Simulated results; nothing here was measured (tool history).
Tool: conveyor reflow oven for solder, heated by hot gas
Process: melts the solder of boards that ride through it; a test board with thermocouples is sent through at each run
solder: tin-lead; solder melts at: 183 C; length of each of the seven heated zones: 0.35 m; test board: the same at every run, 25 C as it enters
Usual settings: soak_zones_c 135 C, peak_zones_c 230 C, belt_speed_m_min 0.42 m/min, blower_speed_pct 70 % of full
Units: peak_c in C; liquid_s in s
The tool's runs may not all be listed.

run   hour  soak_zones_c  peak_zones_c  belt_speed_m_min  blower_speed_pct  peak_c  liquid_s
  1      0           135           230              0.42                70   210.3      67.1
  2    8.8           135           230              0.42                70   211.1      66.5
  3   15.5           135           230              0.42                70   211.2      67.1
  4   22.6           135           231              0.42                70   211.7      67.5
  5   29.2           128           230              0.42                70   209.3      61.7
  6   39.1           128           230              0.42                70   208.9        61
  7   44.3           146           230              0.42                70   212.9      74.7
  8   52.5           135           221              0.42                70   203.2      56.3
  9   62.6           135           221              0.42                70   203.2      55.9
 10   68.9           135           230              0.42                54   204.5      57.2
 11   78.1           135           230              0.42                54   204.6      57.5
 12   88.3           135           230              0.42                54   205.3      57.1
 13   95.3           136           230              0.42                70   210.1      65.3
 14  102.1           128           230             0.393                70   210.9      68.9
 15  112.1           135           230             0.358                70   215.6      84.8
 16    119           135           230             0.358                70   215.4      86.3
 17  129.4           135           230             0.473                67   204.8      49.9
 18  138.7           135           230             0.473                67   205.2      49.8
 19  150.1           129           226             0.487                78     202      42.5
 20  158.3           122           225             0.375                66   205.5      63.1
 21  168.9           135           230              0.42                70   210.4      64.3
 22  174.2           135           230              0.46                73   206.9      54.1
 23  183.3           135           219              0.42                70   199.2      49.2
       191  -- flux residue cleaned out of gas plates and filters
 24  195.2           123           219              0.42                83   203.4        54
 25  203.4           130           230             0.402                70   211.9      70.3

Hidden state or all else? Some run-to-run changes of peak_c, split into what the settings, what came in and random variation would give without the hidden state, and what is left for the hidden state (with any gauge scatter that isn't in both results):
The hidden state here: heat that the gas passes to the board, % of a clean oven's; belt's true speed, % of the reading; true gas temperature in zones 6 and 7 over the reading, C; drift of the gauge itself on peak_c, C; drift of the gauge itself on liquid_s, %.
Run 7 -> 8: soak_zones_c 146 -> 135, peak_zones_c 230 -> 221. peak_c -9.7 C: hidden state -0.3, all else -9.4.
Run 16 -> 17: belt_speed_m_min 0.358 -> 0.473, blower_speed_pct 70 -> 67. peak_c -10.6 C: hidden state -0.6, all else -10.
Run 23 -> 24: soak_zones_c 135 -> 123, blower_speed_pct 70 -> 83, flux residue cleaned out of gas plates and filters. peak_c +4.2 C: hidden state +2.4, all else +1.8.
